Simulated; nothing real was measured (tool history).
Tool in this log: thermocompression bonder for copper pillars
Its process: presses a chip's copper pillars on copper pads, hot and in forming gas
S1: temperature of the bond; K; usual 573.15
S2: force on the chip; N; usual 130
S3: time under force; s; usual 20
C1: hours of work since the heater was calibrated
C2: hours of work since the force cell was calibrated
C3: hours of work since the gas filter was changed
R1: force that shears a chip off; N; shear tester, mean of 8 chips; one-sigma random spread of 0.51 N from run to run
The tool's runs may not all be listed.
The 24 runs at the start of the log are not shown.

run,hour,S1,S2,S3,C1,C2,C3,R1
# hour 825.1: force cell calibrated
25,864.4,573.15,130,37,249,25,30,88.2
26,894.5,573.15,130,37,269,44,49,86.3
27,939.7,584.15,102,52,297,73,78,90.5
28,978.4,584.15,102,52,322,97,103,89.5
29,1012.1,573.15,85,20,343,119,124,48.8
30,1049.4,551.15,96,51,367,143,148,59
31,1083,551.15,96,51,388,164,169,58.8
# hour 1119.2: force cell calibrated, once more
32,1119.6,551.15,96,51,411,0,192,61.4
33,1153.3,551.15,96,51,432,22,213,60.8
34,1183.8,573.15,115,37,451,41,232,80.1
35,1214.6,573.15,140,37,471,61,252,89.9
36,1236.6,555.15,90,37,485,75,266,53.7
37,1263,550.15,101,57,502,91,283,64.5

What does the tool deliver on the next run?
38,1309.5,552.15,165,35,531,121,312,?

{"run 38": {"R1": 80.5}}
Were there no unlogged condition in the tool, this run, its random variation unchanged, would have produced R1 84.1 N.
